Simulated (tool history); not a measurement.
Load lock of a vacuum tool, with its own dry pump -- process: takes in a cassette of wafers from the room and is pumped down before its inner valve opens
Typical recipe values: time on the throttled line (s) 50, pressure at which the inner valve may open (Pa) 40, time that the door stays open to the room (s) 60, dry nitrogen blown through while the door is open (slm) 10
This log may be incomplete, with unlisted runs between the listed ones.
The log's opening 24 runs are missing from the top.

run     hour  time on the throttled line (s)  pressure at which the inner valve may open (Pa)  time that the door stays open to the room (s)  dry nitrogen blown through while the door is open (slm)  incoming humidity of the room's air, %  time from the closed door until the inner valve may open (s)  rise of the pressure with all valves shut (Pa/min)
 25   8197.1                              38                                               44                                             60                                                       25                                    45.8                                                            73                                                0.04
 26   8576.8                              80                                               53                                             75                                                       43                                    45.7                                                           106                                               0.035
 27   8933.3                              50                                               40                                            190                                                       10                                    45.9                                                          82.8                                                0.08
 28     9364                              50                                               40                                            190                                                       10                                    40.3                                                          83.3                                               0.074
 29   9661.6                              40                                               40                                             65                                                       10                                    42.7                                                          74.9                                                0.06
 30  10108.4                              50                                               59                                            151                                                       10                                    46.2                                                            81                                               0.076
 31  10388.1                              50                                               34                                            151                                                       10                                    47.6                                                          85.2                                               0.077
 32  10703.1                              29                                               48                                             32                                                       36                                    46.4                                                          65.2                                               0.033
 33  10998.5                              29                                               48                                             32                                                       36                                    44.1                                                          65.2                                               0.034
 34  11199.6                              98                                               60                                             28                                                        6                                    41.1                                                         121.9                                               0.052
 35  11630.9                              39                                               40                                             55                                                       32                                    42.5                                                          74.6                                               0.043
 36  11979.8                              39                                               40                                             55                                                       32                                    43.1                                                          74.9                                               0.043

What if the next run were any one of these 4? Each begins from the tool's condition after run 36:
  A  12310.5                              39                                               31                                             48                                                       22                                    47.4                                                             ?                                                   ?
  B  12310.5                              37                                               40                                             60                                                       10                                    43.5                                                             ?                                                   ?
  C  12310.5                              50                                               40                                             31                                                       10                                    44.1                                                             ?                                                   ?
  D  12310.5                              37                                               49                                             86                                                       32                                      47                                                             ?                                                   ?

run  time from the closed door until the inner valve may open (s)  rise of the pressure with all valves shut (Pa/min)
  A                                                          76.5                                                0.05
  B                                                          73.4                                               0.063
  C                                                          83.7                                               0.048
  D                                                            72                                               0.046
With the hidden condition removed and each run's random variation left untouched, the same runs would have given:
run  time from the closed door until the inner valve may open (s)  rise of the pressure with all valves shut (Pa/min)
  A                                                          73.6                                               0.039
  B                                                          70.5                                               0.052
  C                                                            81                                               0.038
  D                                                          69.2                                               0.036
